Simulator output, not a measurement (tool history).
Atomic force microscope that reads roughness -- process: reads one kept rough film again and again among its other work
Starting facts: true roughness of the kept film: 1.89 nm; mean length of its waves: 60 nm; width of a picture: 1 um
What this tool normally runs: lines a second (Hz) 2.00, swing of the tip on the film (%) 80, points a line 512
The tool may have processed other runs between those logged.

run	hour	lines a second (Hz)	swing of the tip on the film (%)	points a line	roughness of the kept film (nm (root mean square))
1	0.0	2.00	80	512	1.701
2	15.3	2.00	80	512	1.689
3	35.0	1.67	80	512	1.703
4	53.5	1.67	80	512	1.751
5	72.5	1.67	80	512	1.746
6	83.4	1.67	80	512	1.728
7	101.2	2.00	80	1024	1.716
8	121.5	2.00	80	1024	1.701
9	142.1	2.00	80	1024	1.737
10	161.4	2.00	80	1024	1.740
11	173.5	2.00	80	1024	1.728
12	183.4	2.00	80	512	1.712
13	199.1	2.00	57	512	1.814
14	215.0	2.00	57	512	1.801
15	230.1	2.00	80	951	1.701
16	247.1	2.00	80	512	1.732
17	256.2	2.00	73	512	1.776
18	269.5	2.00	80	512	1.736
19	286.0	2.87	80	275	1.673
20	304.6	2.00	56	392	1.808
21	317.7	2.00	80	629	1.713
22	337.8	0.71	79	465	1.779
23	356.5	0.71	79	465	1.822
24	368.0	0.67	80	466	1.815
25	376.3	0.67	80	466	1.817
26	392.3	0.67	80	466	1.801
27	403.7	0.67	80	466	1.789
28	416.3	1.01	61	536	1.830
29	436.2	2.09	74	512	1.741
30	445.0	0.57	56	521	1.827
31	459.2	2.32	80	415	1.720
32	469.9	2.32	80	415	1.723
33	480.0	2.32	80	415	1.714
34	488.7	3.25	84	298	1.614
35	506.0	3.25	84	298	1.606

The log once held 5 entries between its listed runs, left out of this copy. Where does each go, and what is different about the tool's unlogged condition between the listed run before it and the listed run after it?
In the gap between runs 3 and 4: new tip fitted (hour 36.6)
  radius of the tip, nm: 20 -> 7.5; height scale over the true one, %: 0.16 -> 0.19
  the result without the hidden state subtracted from the measured one, roughness of the kept film (nm (root mean square)): -0.050 -> -0.006
In the gap between runs 8 and 9: new tip fitted (hour 141.2)
  radius of the tip, nm: 17.1 -> 5.4; height scale over the true one, %: 0.29 -> 0.32
  the result without the hidden state subtracted from the measured one, roughness of the kept film (nm (root mean square)): -0.037 -> +0.004
In the gap between runs 15 and 16: new tip fitted (hour 245.2)
  radius of the tip, nm: 17.5 -> 5.4; height scale over the true one, %: 0.46 -> 0.48
  the result without the hidden state subtracted from the measured one, roughness of the kept film (nm (root mean square)): -0.036 -> +0.007
In the gap between runs 22 and 23: new tip fitted (hour 348.9)
  radius of the tip, nm: 17.7 -> 6.2; height scale over the true one, %: 0.61 -> 0.64
  the result without the hidden state subtracted from the measured one, roughness of the kept film (nm (root mean square)): -0.036 -> +0.007
In the gap between runs 30 and 31: new tip fitted (hour 452.7)
  radius of the tip, nm: 18.9 -> 6.3; height scale over the true one, %: 0.77 -> 0.79
  the result without the hidden state subtracted from the measured one, roughness of the kept film (nm (root mean square)): -0.038 -> +0.009
